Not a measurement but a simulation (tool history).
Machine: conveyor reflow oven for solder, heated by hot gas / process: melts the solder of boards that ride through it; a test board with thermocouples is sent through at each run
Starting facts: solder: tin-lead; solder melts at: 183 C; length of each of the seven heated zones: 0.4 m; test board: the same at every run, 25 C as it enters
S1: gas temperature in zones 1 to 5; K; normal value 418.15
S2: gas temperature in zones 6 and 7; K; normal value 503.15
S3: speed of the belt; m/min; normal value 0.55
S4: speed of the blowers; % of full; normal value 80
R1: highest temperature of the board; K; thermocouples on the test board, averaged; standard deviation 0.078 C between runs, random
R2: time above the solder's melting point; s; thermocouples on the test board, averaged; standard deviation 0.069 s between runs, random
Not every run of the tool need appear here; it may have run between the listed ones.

| run | hour | S1 | S2 | S3 | S4 | R1 | R2 |
|---|---|---|---|---|---|---|---|
| 1 | 0 | 418.15 | 503.15 | 0.55 | 80 | 487.76 | 65.81 |
| 2 | 39.8 | 418.15 | 503.15 | 0.55 | 80 | 487.82 | 65.79 |
| 3 | 71.4 | 418.15 | 503.15 | 0.55 | 80 | 487.71 | 65.78 |
| 4 | 108 | 418.15 | 503.15 | 0.55 | 80 | 487.72 | 65.82 |
| 5 | 138.4 | 418.15 | 503.15 | 0.55 | 80 | 487.76 | 65.92 |
| 6 | 195.3 | 418.15 | 503.15 | 0.55 | 80 | 487.65 | 65.84 |
| 7 | 237.8 | 418.15 | 500.15 | 0.55 | 80 | 485.13 | 63.39 |
| 8 | 270 | 418.15 | 503.15 | 0.55 | 80 | 487.78 | 65.77 |
|  | 304.5 | flux residue cleaned out of gas plates and filters |
| 9 | 322.3 | 410.15 | 503.15 | 0.55 | 80 | 486.37 | 60.89 |
| 10 | 352.4 | 410.15 | 503.15 | 0.55 | 80 | 486.22 | 60.92 |
| 11 | 413.5 | 418.15 | 503.15 | 0.577 | 80 | 486.27 | 61.09 |
| 12 | 456.9 | 418.15 | 503.15 | 0.55 | 80 | 487.81 | 65.78 |
| 13 | 501.8 | 418.15 | 500.15 | 0.55 | 80 | 485.32 | 63.61 |
| 14 | 536.1 | 418.15 | 500.15 | 0.55 | 80 | 485.17 | 63.42 |
| 15 | 596.7 | 418.15 | 500.15 | 0.575 | 80 | 484.02 | 59.14 |
| 16 | 645.6 | 404.15 | 503.15 | 0.55 | 61 | 481.05 | 51.86 |
| 17 | 690.9 | 418.15 | 503.15 | 0.55 | 88 | 489 | 67.14 |
| 18 | 752.2 | 418.15 | 503.15 | 0.55 | 88 | 488.85 | 67.23 |
| 19 | 786.7 | 410.15 | 503.15 | 0.492 | 51 | 483.85 | 64.65 |
| 20 | 835.5 | 410.15 | 503.15 | 0.492 | 51 | 483.89 | 64.44 |
| 21 | 883.6 | 431.15 | 495.15 | 0.652 | 75 | 478.17 | 51.1 |
|  | 919.7 | flux residue cleaned out of gas plates and filters |
| 22 | 920.8 | 409.15 | 493.15 | 0.651 | 78 | 471.98 | 34.13 |
|  | 942.5 | thermocouples of zones 6 and 7 changed |
| 23 | 955.8 | 418.15 | 503.15 | 0.5 | 68 | 488.6 | 73.52 |
| 24 | 997.4 | 418.15 | 513.15 | 0.569 | 80 | 495.2 | 69.29 |
| 25 | 1050.3 | 418.15 | 510.15 | 0.55 | 63 | 490.55 | 67.49 |
| 26 | 1098.5 | 405.15 | 510.15 | 0.463 | 63 | 493.74 | 78.72 |
| 27 | 1127.5 | 405.15 | 510.15 | 0.463 | 63 | 493.83 | 78.71 |
| 28 | 1173.3 | 410.15 | 503.15 | 0.477 | 71 | 489.12 | 74.23 |
| 29 | 1232.1 | 413.15 | 517.15 | 0.55 | 57 | 493.73 | 67.83 |
|  | 1245.7 | belt drive overhauled, speed set with a stopwatch |
| 30 | 1298.9 | 418.15 | 502.15 | 0.598 | 89 | 485.77 | 58.48 |

Alternative continuations, all from the tool just after run 30; predict every row:
| A | 1355.3 | 418.15 | 515.15 | 0.598 | 82 | ? | ? |
| B | 1355.3 | 418.15 | 503.15 | 0.523 | 80 | ? | ? |
| C | 1355.3 | 418.15 | 494.15 | 0.598 | 89 | ? | ? |
| D | 1355.3 | 432.15 | 502.15 | 0.548 | 57 | ? | ? |

| run | R1 | R2 |
|---|---|---|
| A | 495.61 | 65.87 |
| B | 489.06 | 70.91 |
| C | 479.04 | 51.9 |
| D | 485.93 | 70.71 |
Without the tool's unlogged condition, the same runs would have read:
| run | R1 | R2 |
|---|---|---|
| A | 495.66 | 65.91 |
| B | 489.1 | 70.95 |
| C | 479.09 | 51.96 |
| D | 485.96 | 70.74 |

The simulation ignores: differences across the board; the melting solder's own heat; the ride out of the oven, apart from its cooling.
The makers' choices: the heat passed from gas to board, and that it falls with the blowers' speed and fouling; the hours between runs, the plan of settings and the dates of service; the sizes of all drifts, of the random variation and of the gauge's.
